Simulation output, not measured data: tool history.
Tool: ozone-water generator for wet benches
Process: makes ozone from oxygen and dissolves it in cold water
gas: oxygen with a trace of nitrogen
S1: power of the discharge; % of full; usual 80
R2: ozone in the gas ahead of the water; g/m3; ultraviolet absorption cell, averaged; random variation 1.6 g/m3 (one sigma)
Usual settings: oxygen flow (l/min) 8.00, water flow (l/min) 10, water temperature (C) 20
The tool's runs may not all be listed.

Run 1, day 0.000: usual settings. Result: dissolved ozone (ppm) 47.9, R2 294.0 g/m3.
Run 2, day 5.467: usual settings. Result: dissolved ozone (ppm) 47.5, R2 293.5 g/m3.
Run 3, day 11.067: usual settings. Result: dissolved ozone (ppm) 47.3, R2 293.8 g/m3.
Run 4, day 15.850: usual settings but S1 50 % of full. Result: dissolved ozone (ppm) 31.8, R2 200.3 g/m3.
Run 5, day 21.229: usual settings but S1 50 % of full. Result: dissolved ozone (ppm) 31.8, R2 199.5 g/m3.
At day 23.771: water thermometer calibrated.
Run 6, day 27.283: usual settings but S1 50 % of full. Result: dissolved ozone (ppm) 32.3, R2 196.3 g/m3.
Run 7, day 33.054: usual settings but S1 50 % of full. Result: dissolved ozone (ppm) 32.0, R2 198.1 g/m3.
Run 8, day 38.042: usual settings but S1 50 % of full. Result: dissolved ozone (ppm) 31.7, R2 196.5 g/m3.
At day 39.242: contactor cleaned.
Run 9, day 43.388: usual settings but S1 50 % of full. Result: dissolved ozone (ppm) 33.6, R2 196.6 g/m3.
Run 10, day 49.367: usual settings but S1 50 % of full. Result: dissolved ozone (ppm) 33.3, R2 198.4 g/m3.
Run 11, day 53.521: usual settings. Result: dissolved ozone (ppm) 49.5, R2 290.5 g/m3.
Run 12, day 57.138: usual settings. Result: dissolved ozone (ppm) 48.5, R2 290.5 g/m3.
Run 13, day 60.142: usual settings. Result: dissolved ozone (ppm) 48.8, R2 285.3 g/m3.
Run 14, day 63.746: usual settings. Result: dissolved ozone (ppm) 48.6, R2 285.0 g/m3.
Run 15, day 67.283: usual settings. Result: dissolved ozone (ppm) 49.2, R2 286.4 g/m3.
Run 16, day 71.046: usual settings. Result: dissolved ozone (ppm) 48.5, R2 286.1 g/m3.
Run 17, day 76.412: usual settings. Result: dissolved ozone (ppm) 48.3, R2 286.5 g/m3.
Run 18, day 80.096: usual settings but S1 70 % of full. Result: dissolved ozone (ppm) 43.8, R2 255.9 g/m3.
Run 19, day 85.500: usual settings but S1 76 % of full, water flow (l/min) 16. Result: dissolved ozone (ppm) 36.7, R2 274.5 g/m3.
Run 20, day 88.688: usual settings but S1 76 % of full, water flow (l/min) 16. Result: dissolved ozone (ppm) 35.9, R2 275.6 g/m3.
Run 21, day 94.200: usual settings but oxygen flow (l/min) 6.56, water temperature (C) 24. Result: dissolved ozone (ppm) 44.1, R2 303.6 g/m3.
Run 22, day 99.108: usual settings but S1 62 % of full, oxygen flow (l/min) 7.20, water flow (l/min) 13, water temperature (C) 21. Result: dissolved ozone (ppm) 33.4, R2 240.6 g/m3.
Run 23, day 105.162: usual settings but S1 77 % of full, oxygen flow (l/min) 7.20, water flow (l/min) 11, water temperature (C) 21. Result: dissolved ozone (ppm) 42.9, R2 282.6 g/m3.
Run 24, day 108.792: usual settings but water flow (l/min) 8, water temperature (C) 12. Result: dissolved ozone (ppm) 63.4, R2 280.4 g/m3.
Run 25, day 114.692: usual settings but S1 48 % of full, oxygen flow (l/min) 6.23, water flow (l/min) 8, water temperature (C) 15. Result: dissolved ozone (ppm) 39.2, R2 206.2 g/m3.
Run 26, day 118.775: usual settings but S1 48 % of full, oxygen flow (l/min) 6.23, water flow (l/min) 8, water temperature (C) 15. Result: dissolved ozone (ppm) 39.0, R2 203.3 g/m3.
Run 27, day 122.458: usual settings but S1 89 % of full, oxygen flow (l/min) 6.23, water flow (l/min) 7, water temperature (C) 15. Result: dissolved ozone (ppm) 69.6, R2 331.8 g/m3.
Run 28, day 126.842: usual settings but S1 89 % of full, oxygen flow (l/min) 6.23, water flow (l/min) 7, water temperature (C) 15. Result: dissolved ozone (ppm) 68.2, R2 331.1 g/m3.
Run 29, day 132.800: usual settings but S1 44 % of full, oxygen flow (l/min) 6.23, water flow (l/min) 7, water temperature (C) 15. Result: dissolved ozone (ppm) 39.1, R2 189.5 g/m3.
At day 137.246: water thermometer calibrated.
Run 30, day 137.246: usual settings but S1 89 % of full, oxygen flow (l/min) 7.30, water flow (l/min) 9, water temperature (C) 23. Result: dissolved ozone (ppm) 49.7, R2 316.7 g/m3.
Run 31, day 141.050: usual settings but S1 47 % of full, oxygen flow (l/min) 12.62, water flow (l/min) 8, water temperature (C) 12. Result: dissolved ozone (ppm) 38.5, R2 155.4 g/m3.
Run 32, day 144.062: usual settings but S1 47 % of full, oxygen flow (l/min) 8.53, water flow (l/min) 12, water temperature (C) 12. Result: dissolved ozone (ppm) 33.1, R2 179.6 g/m3.
Run 33, day 148.829: usual settings but S1 47 % of full, oxygen flow (l/min) 8.53, water flow (l/min) 12, water temperature (C) 12. Result: dissolved ozone (ppm) 33.0, R2 180.7 g/m3.

Measured less the same run without the tool's hidden state. The same run-to-run variation is in both; the gauge's scatter may not be:
The hidden state here: yield of the discharge, % of new electrodes'; contactor's efficiency, % of a clean one's; true water temperature over the reading, C; drift of the gauge itself on ozone_ppm, %; drift of the gauge itself on gas_g_m3, %.
run  dissolved ozone (ppm)     R2
  1                   -4.6  -11.6
  2                   -4.8  -12.2
  3                   -4.9  -12.8
  4                   -2.9   -5.8
  5                   -3.0   -6.0
  6                   -3.1   -6.4
  7                   -3.1   -6.6
  8                   -3.3   -6.8
  9                   -1.4   -7.1
 10                   -1.5   -7.5
 11                   -3.4  -17.7
 12                   -3.4  -18.1
 13                   -3.5  -18.1
 14                   -3.6  -18.6
 15                   -3.8  -19.1
 16                   -3.9  -19.5
 17                   -4.1  -20.2
 18                   -3.5  -16.6
 19                   -3.3  -19.7
 20                   -3.4  -20.0
 21                   -4.3  -23.6
 22                   -2.9  -15.4
 23                   -4.4  -22.7
 24                   -6.7  -23.5
 25                   -3.0  -10.8
 26                   -3.1  -11.0
 27                   -8.4  -32.3
 28                   -8.5  -32.9
 29                   -3.0   -9.7
 30                   -6.7  -33.1
 31                   -3.3   -9.0
 32                   -3.0  -10.5
 33                   -3.1  -10.8
